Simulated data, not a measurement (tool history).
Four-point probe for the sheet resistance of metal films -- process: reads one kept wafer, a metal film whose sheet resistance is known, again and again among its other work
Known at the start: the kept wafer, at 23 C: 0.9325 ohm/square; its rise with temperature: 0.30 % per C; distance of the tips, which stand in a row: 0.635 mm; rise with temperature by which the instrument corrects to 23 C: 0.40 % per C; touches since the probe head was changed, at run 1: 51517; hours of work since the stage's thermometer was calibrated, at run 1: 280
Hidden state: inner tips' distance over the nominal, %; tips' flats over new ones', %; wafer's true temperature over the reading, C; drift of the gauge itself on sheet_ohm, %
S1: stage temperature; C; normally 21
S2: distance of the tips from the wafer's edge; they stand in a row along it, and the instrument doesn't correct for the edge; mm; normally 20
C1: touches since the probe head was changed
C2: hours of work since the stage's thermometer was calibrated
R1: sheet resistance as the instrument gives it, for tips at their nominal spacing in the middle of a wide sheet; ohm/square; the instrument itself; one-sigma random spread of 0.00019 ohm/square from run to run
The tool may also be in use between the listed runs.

run 1 hour=0.0 | S1=21 S2=20 | C1=51517 C2=280 | R1=0.939983
run 2 hour=10.6 | S1=21 S2=20 | C1=52113 C2=287 | R1=0.939848
run 3 hour=27.1 | S1=21 S2=20 | C1=53037 C2=298 | R1=0.940128
run 4 hour=36.3 | S1=29 S2=20 | C1=53555 C2=305 | R1=0.932462
run 5 hour=58.3 | S1=29 S2=20 | C1=54792 C2=320 | R1=0.932650
run 6 hour=76.1 | S1=21 S2=20 | C1=55793 C2=332 | R1=0.940342
run 7 hour=94.7 | S1=21 S2=20 | C1=56839 C2=344 | R1=0.940506
run 8 hour=107.1 | S1=27 S2=20 | C1=57535 C2=353 | R1=0.935007
run 9 hour=118.4 | S1=27 S2=20 | C1=58164 C2=360 | R1=0.934382
run 10 hour=133.2 | S1=27 S2=20 | C1=58999 C2=370 | R1=0.935103
run 11 hour=143.6 | S1=21 S2=20 | C1=59580 C2=378 | R1=0.940537
run 12 hour=162.3 | S1=21 S2=10 | C1=60631 C2=390 | R1=0.942150
run 13 hour=180.3 | S1=21 S2=10 | C1=61642 C2=403 | R1=0.942487
run 14 hour=199.0 | S1=21 S2=46 | C1=62693 C2=415 | R1=0.940580
-- hour=200.9 stage's thermometer calibrated
run 15 hour=213.6 | S1=21 S2=46 | C1=63485 C2=9 | R1=0.940403
run 16 hour=224.2 | S1=30 S2=11 | C1=64081 C2=16 | R1=0.933933
run 17 hour=238.8 | S1=26 S2=60 | C1=64904 C2=26 | R1=0.935807
run 18 hour=252.8 | S1=26 S2=60 | C1=65686 C2=35 | R1=0.936293
run 19 hour=269.6 | S1=31 S2=6 | C1=66632 C2=47 | R1=0.937312
-- hour=281.2 stage's thermometer calibrated, once more
run 20 hour=292.0 | S1=31 S2=6 | C1=67862 C2=7 | R1=0.937239
run 21 hour=301.8 | S1=31 S2=6 | C1=68415 C2=14 | R1=0.937281
run 22 hour=315.6 | S1=22 S2=6 | C1=69187 C2=23 | R1=0.946297
run 23 hour=327.2 | S1=28 S2=53 | C1=69841 C2=31 | R1=0.934935
run 24 hour=337.3 | S1=19 S2=15 | C1=70404 C2=38 | R1=0.943966
run 25 hour=357.6 | S1=26 S2=15 | C1=71546 C2=52 | R1=0.937690

Run 26, settings as shown, results not yet in. Your forecast:
run 26 hour=371.4 | S1=26 S2=15 | C1=72322 C2=61 | R1=?

R1: 0.937147 ohm/square
Take away the tool's hidden state, keep the run-to-run variation as it was, and the same run would have given R1 0.930142 ohm/square.
